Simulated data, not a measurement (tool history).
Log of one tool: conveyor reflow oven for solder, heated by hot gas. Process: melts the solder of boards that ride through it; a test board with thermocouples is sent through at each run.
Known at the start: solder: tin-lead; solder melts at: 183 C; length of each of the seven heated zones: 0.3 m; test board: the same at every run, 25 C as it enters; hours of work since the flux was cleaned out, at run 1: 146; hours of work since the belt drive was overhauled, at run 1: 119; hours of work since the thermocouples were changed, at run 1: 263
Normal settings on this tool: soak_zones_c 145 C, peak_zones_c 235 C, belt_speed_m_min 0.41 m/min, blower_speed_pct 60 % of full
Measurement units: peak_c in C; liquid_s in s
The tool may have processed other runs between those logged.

run	hour	soak_zones_c	peak_zones_c	belt_speed_m_min	blower_speed_pct	hours of work since the flux was cleaned out	hours of work since the belt drive was overhauled	hours of work since the thermocouples were changed	peak_c	liquid_s
1	0	145	235	0.41	60	146	119	263	216.5	67.2
2	31.7	145	235	0.41	60	166	138	282	216.5	67.3
# hour 50.5: flux residue cleaned out of gas plates and filters
3	57.7	145	235	0.41	60	4	151	295	217.3	68
4	82.4	145	235	0.41	60	20	166	310	217.2	68.1
5	123.8	145	235	0.41	60	45	191	336	217.1	67.9
6	143.5	156	235	0.41	60	57	203	348	219.2	75.7
7	179.6	156	235	0.41	60	79	226	370	219.2	75.5
8	212	145	235	0.41	60	99	245	390	217	67.9
9	252.3	155	246	0.366	65	124	270	414	233	94.3
10	282.4	155	246	0.361	65	142	289	433	233.4	95.8
11	325.4	155	246	0.361	65	168	315	459	233.4	95.9
# hour 341.5: flux residue cleaned out of gas plates and filters
12	359.1	155	246	0.361	65	11	332	477	233.8	96.6
13	385.4	138	241	0.36	87	27	349	493	231.9	88.1
14	413.4	140	231	0.36	66	44	366	510	218.6	78.6
15	436.8	140	231	0.36	66	58	380	524	218.5	78.4
16	480.6	135	231	0.36	70	85	407	551	218.8	76.3

Take each entry between the runs: how does the hidden state at the last listed run before it differ from the hidden state at the first listed run after it?
Logged between run 2 and run 3: flux residue cleaned out of gas plates and filters (hour 50.5)
  heat that the gas passes to the board, % of a clean oven's: 96.2 -> 99.4; belt's true speed, % of the reading: 99.92 -> 99.9; true gas temperature in zones 6 and 7 over the reading, C: 0.55 -> 0.57
  measured result minus the result with no hidden state, peak_c: -0.4 -> +0.3 C; liquid_s: -0.5 -> +0.4 s
Logged between run 11 and run 12: flux residue cleaned out of gas plates and filters (hour 341.5)
  heat that the gas passes to the board, % of a clean oven's: 96 -> 99.3; belt's true speed, % of the reading: 99.64 -> 99.61; true gas temperature in zones 6 and 7 over the reading, C: 0.78 -> 0.8
  measured result minus the result with no hidden state, peak_c: +0 -> +0.6 C; liquid_s: +0.4 -> +0.8 s
